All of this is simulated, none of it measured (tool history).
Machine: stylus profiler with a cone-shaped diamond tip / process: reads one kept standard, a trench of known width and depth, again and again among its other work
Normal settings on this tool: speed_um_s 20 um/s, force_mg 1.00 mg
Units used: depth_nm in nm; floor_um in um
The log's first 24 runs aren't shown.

run	hour	speed_um_s	force_mg	scans with this tip	hours of work since the height scale was calibrated	depth_nm	floor_um
25	310.8	30	1.00	15183	1308	200.91	98.00
26	326.9	13	0.40	15304	1318	200.49	98.05
27	344.0	20	1.76	15432	1329	201.31	98.05
28	361.0	16	1.00	15560	1340	200.95	98.12
29	378.9	70	0.34	15694	1352	200.36	97.26
30	396.4	54	2.41	15825	1363	201.61	97.91
31	406.0	7	0.37	15897	1369	200.54	98.13
32	424.9	25	1.64	16038	1381	201.26	98.08
33	440.0	23	0.96	16152	1391	200.91	98.07
34	452.9	31	0.90	16248	1400	200.83	97.96
35	466.2	28	0.55	16348	1408	200.60	97.95
36	478.1	7	1.22	16437	1416	201.01	98.15
37	493.3	7	1.35	16551	1426	201.10	98.21
38	504.7	7	1.35	16637	1433	201.09	98.14
39	517.6	10	2.75	16733	1441	201.75	98.23
40	527.7	10	2.75	16808	1448	201.73	98.20

Forecast each of these 5 alternatives for the next run:
A	540.5	21	0.97	16905	1456	?	?
B	540.5	39	2.75	16905	1456	?	?
C	540.5	6	0.35	16905	1456	?	?
D	540.5	20	0.39	16905	1456	?	?
E	540.5	33	2.17	16905	1456	?	?

run	depth_nm	floor_um
A	200.82	98.06
B	201.67	97.99
C	200.37	98.17
D	200.40	97.94
E	201.60	98.06
The same runs, with their run-to-run variation unchanged, on a tool lacking any hidden condition would have given:
run	depth_nm	floor_um
A	200.80	98.08
B	201.65	98.02
C	200.36	98.20
D	200.38	97.97
E	201.58	98.09
